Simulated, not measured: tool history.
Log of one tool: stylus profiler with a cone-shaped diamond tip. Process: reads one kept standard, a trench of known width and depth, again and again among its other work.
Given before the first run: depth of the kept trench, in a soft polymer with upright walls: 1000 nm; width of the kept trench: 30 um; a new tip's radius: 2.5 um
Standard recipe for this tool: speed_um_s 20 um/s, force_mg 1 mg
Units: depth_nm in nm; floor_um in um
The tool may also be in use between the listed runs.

| run | hour | speed_um_s | force_mg | depth_nm | floor_um |
|---|---|---|---|---|---|
| 1 | 0 | 20 | 1 | 1008.83 | 25.21 |
| 2 | 47.4 | 20 | 0.55 | 1005.85 | 25.06 |
| 3 | 81.9 | 5 | 1 | 1009.12 | 25.2 |
| 4 | 109.7 | 5 | 1 | 1009.22 | 25.17 |
| 5 | 152 | 5 | 1 | 1008.68 | 25.14 |
| 6 | 196.6 | 5 | 1 | 1008.66 | 25.09 |
| 7 | 240.4 | 5 | 1.36 | 1010.79 | 25.02 |
| 8 | 279.2 | 5 | 0.8 | 1007.37 | 24.93 |
| 9 | 304.1 | 5 | 0.8 | 1007.85 | 24.95 |
| 10 | 334.5 | 5 | 0.8 | 1007.57 | 24.87 |
| 11 | 360.2 | 5 | 0.8 | 1007.58 | 24.87 |
| 12 | 386.5 | 5 | 0.35 | 1004.12 | 24.82 |
| 13 | 422.5 | 5 | 1.81 | 1012.86 | 24.79 |
| 14 | 464.2 | 5 | 1.81 | 1012.9 | 24.75 |
| 15 | 506.6 | 5 | 1.81 | 1012.54 | 24.67 |
| 16 | 534.5 | 49 | 1.81 | 1013.03 | 24.37 |
| 17 | 555.4 | 20 | 1.46 | 1010.6 | 24.55 |
| 18 | 603.1 | 20 | 0.47 | 1004.95 | 24.33 |
| 19 | 632.7 | 13 | 1 | 1008.2 | 24.41 |
| 20 | 680.1 | 20 | 1 | 1008.25 | 24.32 |
|  | 685 | height scale calibrated on a step standard |
| 21 | 726.2 | 20 | 1 | 1007.63 | 24.26 |
| 22 | 756.3 | 20 | 1 | 1007.76 | 24.33 |
| 23 | 783.1 | 20 | 1 | 1007.65 | 24.19 |
| 24 | 824.4 | 20 | 0.76 | 1006.64 | 24.16 |
| 25 | 873.7 | 25 | 2.35 | 1014.97 | 24.13 |
| 26 | 903.3 | 16 | 2.73 | 1016.59 | 24.15 |
|  | 906.2 | height scale calibrated on a step standard, once more |
| 27 | 953.8 | 16 | 2.73 | 1017.9 | 24.08 |
| 28 | 986.6 | 16 | 2.73 | 1018.02 | 24.06 |
| 29 | 1021.1 | 16 | 2.73 | 1018.03 | 24.02 |
| 30 | 1044.3 | 58 | 2.14 | 1015.11 | 23.76 |
| 31 | 1073.4 | 35 | 0.53 | 1005.62 | 23.66 |
| 32 | 1115.6 | 57 | 1.66 | 1012.58 | 23.63 |
| 33 | 1156.2 | 57 | 1.66 | 1012.05 | 23.63 |
| 34 | 1187.7 | 36 | 2.26 | 1015.61 | 23.76 |
| 35 | 1231.4 | 13 | 0.93 | 1008.22 | 23.76 |
| 36 | 1275.7 | 9 | 1.51 | 1011.74 | 23.73 |
| 37 | 1321.6 | 9 | 1.51 | 1011.87 | 23.71 |
| 38 | 1344.5 | 20 | 0.36 | 1004.66 | 23.51 |
| 39 | 1390.8 | 20 | 0.75 | 1007.13 | 23.55 |

3 options for the next run, each taken on its own from the tool as it stands now. Forecast them:
| A | 1411.5 | 6 | 0.36 | ? | ? |
| B | 1411.5 | 10 | 0.86 | ? | ? |
| C | 1411.5 | 11 | 1 | ? | ? |

| run | depth_nm | floor_um |
|---|---|---|
| A | 1004.53 | 23.6 |
| B | 1007.65 | 23.59 |
| C | 1008.7 | 23.57 |
With the hidden condition removed and each run's random variation left untouched, the same runs would have given:
| run | depth_nm | floor_um |
|---|---|---|
| A | 1004.98 | 25.92 |
| B | 1008.09 | 25.91 |
| C | 1009.14 | 25.89 |
